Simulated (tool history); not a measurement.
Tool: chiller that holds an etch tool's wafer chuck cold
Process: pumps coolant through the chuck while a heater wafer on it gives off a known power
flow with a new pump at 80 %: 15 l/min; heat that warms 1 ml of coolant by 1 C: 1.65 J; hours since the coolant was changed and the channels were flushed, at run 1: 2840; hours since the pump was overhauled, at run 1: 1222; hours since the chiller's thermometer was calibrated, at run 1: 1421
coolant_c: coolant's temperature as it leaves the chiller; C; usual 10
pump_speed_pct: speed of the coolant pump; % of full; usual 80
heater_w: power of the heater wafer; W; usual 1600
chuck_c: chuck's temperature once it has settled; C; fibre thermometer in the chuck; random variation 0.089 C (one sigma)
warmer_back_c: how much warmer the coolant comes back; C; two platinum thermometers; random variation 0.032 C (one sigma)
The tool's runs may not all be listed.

run     day  coolant_c  pump_speed_pct  heater_w  hours since the coolant was changed and the channels were flushed  hours since the pump was overhauled  hours since the chiller's thermometer was calibrated  chuck_c  warmer_back_c
  1       0         10              80      1600                                                               2840                                 1222                                                  1421    20.57           4.01
  2   1.417         10              81      1600                                                               2874                                 1256                                                  1455    20.55           3.99
  3     3.2         10              94      1600                                                               2917                                 1299                                                  1497    19.46           3.43
  4   4.646         10              80      1600                                                               2951                                 1333                                                  1532    20.79           4.02
  5   6.817         10              80      1600                                                               3003                                 1386                                                  1584    20.73           4.07
  6   8.958         10              80      1600                                                               3055                                 1437                                                  1636    20.68           4.08
  7  10.104         10              80      1600                                                               3082                                 1464                                                  1663    20.66           4.04
  8    11.5         10              80      1600                                                               3116                                 1498                                                  1697     20.5           4.03
  9  13.342         10              80      1600                                                               3160                                 1542                                                  1741     20.7           4.04
 10  14.912         10              80      1600                                                               3198                                 1580                                                  1779    20.62           4.09
 11  17.008         10              80      1600                                                               3248                                 1630                                                  1829    20.73           4.15
 12  18.754         10              80      1600                                                               3290                                 1672                                                  1871    20.75           4.05
 13  20.625         10              80      1600                                                               3335                                 1717                                                  1916    20.66           4.04
 14  22.808         10              80      1782                                                               3387                                 1769                                                  1968    21.99           4.55
 15  24.167         10              80      1782                                                               3420                                 1802                                                  2001    22.03           4.54
 16    25.3         10              86      1600                                                               3447                                 1829                                                  2028    20.21           3.82
 17  26.458         10              86      1600                                                               3475                                 1857                                                  2056    20.29           3.81
 18  28.238         10              86      1600                                                               3518                                 1900                                                  2098    20.23           3.78
 19  30.479         10              65      1650                                                               3571                                 1953                                                  2152    22.79           5.22
 20  31.892         10              69      1269                                                               3605                                 1987                                                  2186    19.47           3.74
 21   33.25         10              69      1269                                                               3638                                 2020                                                  2219    19.44           3.71
 22  35.262         11              79      1378                                                               3686                                 2068                                                  2267    20.33           3.59
     35.812  -- coolant changed, channels flushed
 23    37.1         11              79      1378                                                                 31                                 2106                                                  2305    19.53           3.57
 24  38.583         11              79      1378                                                                 67                                 2142                                                  2341    19.46           3.64
 25  40.508         10              80      1521                                                                113                                 2188                                                  2387    19.39              4
 26  42.783         17              69      1100                                                                167                                 2243                                                  2441    24.35           3.34
 27  44.446          7              80      2334                                                                207                                 2283                                                  2481    21.59           6.05
 28  45.729          7              80      2334                                                                238                                 2313                                                  2512    21.66           6.04
 29  47.442          7              80      2334                                                                279                                 2354                                                  2553    21.57           6.04
 30  49.042          7              80      2334                                                                317                                 2393                                                  2592    21.57           6.02
 31  51.004          7              80      2334                                                                365                                 2440                                                  2639    21.56           6.05
 32  53.538          7              80      2334                                                                425                                 2501                                                  2700    21.65           6.07
 33  55.425          7              80      1152                                                                471                                 2546                                                  2745    14.02           2.98

Measured less the same run without the tool's hidden state. The same run-to-run variation is in both; the gauge's scatter may not be:
The hidden state here: heat passed by the chuck's channels, % of clean ones'; flow at a given pump speed, % of a new pump's; coolant's true temperature over the reading, C; drift of the gauge itself on chuck_c, C; drift of the gauge itself on warmer_back_c, C.
run  chuck_c  warmer_back_c
  1     +0.8          +0.13
  2    +0.81          +0.14
  3    +0.72          +0.12
  4    +0.84          +0.14
  5    +0.86          +0.15
  6    +0.88          +0.16
  7    +0.89          +0.17
  8     +0.9          +0.16
  9    +0.92          +0.18
 10    +0.93          +0.18
 11    +0.95          +0.19
 12    +0.97          +0.19
 13    +0.99           +0.2
 14    +1.17          +0.22
 15    +1.18          +0.23
 16    +0.97          +0.19
 17    +0.98           +0.2
 18    +0.99          +0.21
 19    +1.34          +0.29
 20    +0.89          +0.21
 21     +0.9          +0.21
 22    +0.91          +0.21
 23    -0.06          +0.21
 24    -0.05          +0.22
 25       +0          +0.25
 26    -0.08          +0.21
 27     +0.3          +0.39
 28    +0.32          +0.39
 29    +0.34          +0.41
 30    +0.35          +0.41
 31    +0.38          +0.42
 32    +0.41          +0.43
 33    -0.06          +0.22

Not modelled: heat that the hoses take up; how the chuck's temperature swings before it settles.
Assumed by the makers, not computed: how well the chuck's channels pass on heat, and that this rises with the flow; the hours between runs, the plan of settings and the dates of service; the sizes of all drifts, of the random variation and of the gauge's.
